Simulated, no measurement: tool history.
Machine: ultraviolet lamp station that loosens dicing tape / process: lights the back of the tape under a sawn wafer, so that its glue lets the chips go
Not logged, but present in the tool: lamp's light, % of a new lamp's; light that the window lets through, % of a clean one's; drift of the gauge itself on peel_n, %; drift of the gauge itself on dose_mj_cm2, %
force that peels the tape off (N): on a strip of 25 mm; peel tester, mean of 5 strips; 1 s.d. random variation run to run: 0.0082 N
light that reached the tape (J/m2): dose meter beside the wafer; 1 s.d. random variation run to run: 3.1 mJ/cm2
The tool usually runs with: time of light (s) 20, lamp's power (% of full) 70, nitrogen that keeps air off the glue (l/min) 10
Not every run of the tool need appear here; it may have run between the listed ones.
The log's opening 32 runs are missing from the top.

run	hour	time of light (s)	lamp's power (% of full)	nitrogen that keeps air off the glue (l/min)	hours of work of the lamp	hours of work since the window was cleaned	force that peels the tape off (N)	light that reached the tape (J/m2)
33	652.2	29	63	6	675	181	0.360	5070
34	676.5	29	63	6	686	193	0.365	5030
35	696.5	13	78	11	696	203	0.932	2780
36	718.1	13	78	11	706	213	0.888	2740
37	744.2	20	65	9	719	225	0.608	3520
38	760.5	20	65	9	726	233	0.639	3480
39	777.2	29	82	10	734	241	0.227	6340
40	792.5	29	82	10	742	248	0.227	6290
41	815.0	31	64	5	752	259	0.374	5220

Each row is a separate what-if for the run after 41, all from the same tool condition, not one after another. Results?
A	839.3	32	70	10	764	271	?	?
B	839.3	23	96	4	764	271	?	?
C	839.3	31	64	14	764	271	?	?

run	force that peels the tape off (N)	light that reached the tape (J/m2)
A	0.251	5860
B	0.337	5800
C	0.264	5210
With the hidden condition removed and each run's random variation left untouched, the same runs would have given:
run	force that peels the tape off (N)	light that reached the tape (J/m2)
A	0.212	7650
B	0.240	7560
C	0.214	6790

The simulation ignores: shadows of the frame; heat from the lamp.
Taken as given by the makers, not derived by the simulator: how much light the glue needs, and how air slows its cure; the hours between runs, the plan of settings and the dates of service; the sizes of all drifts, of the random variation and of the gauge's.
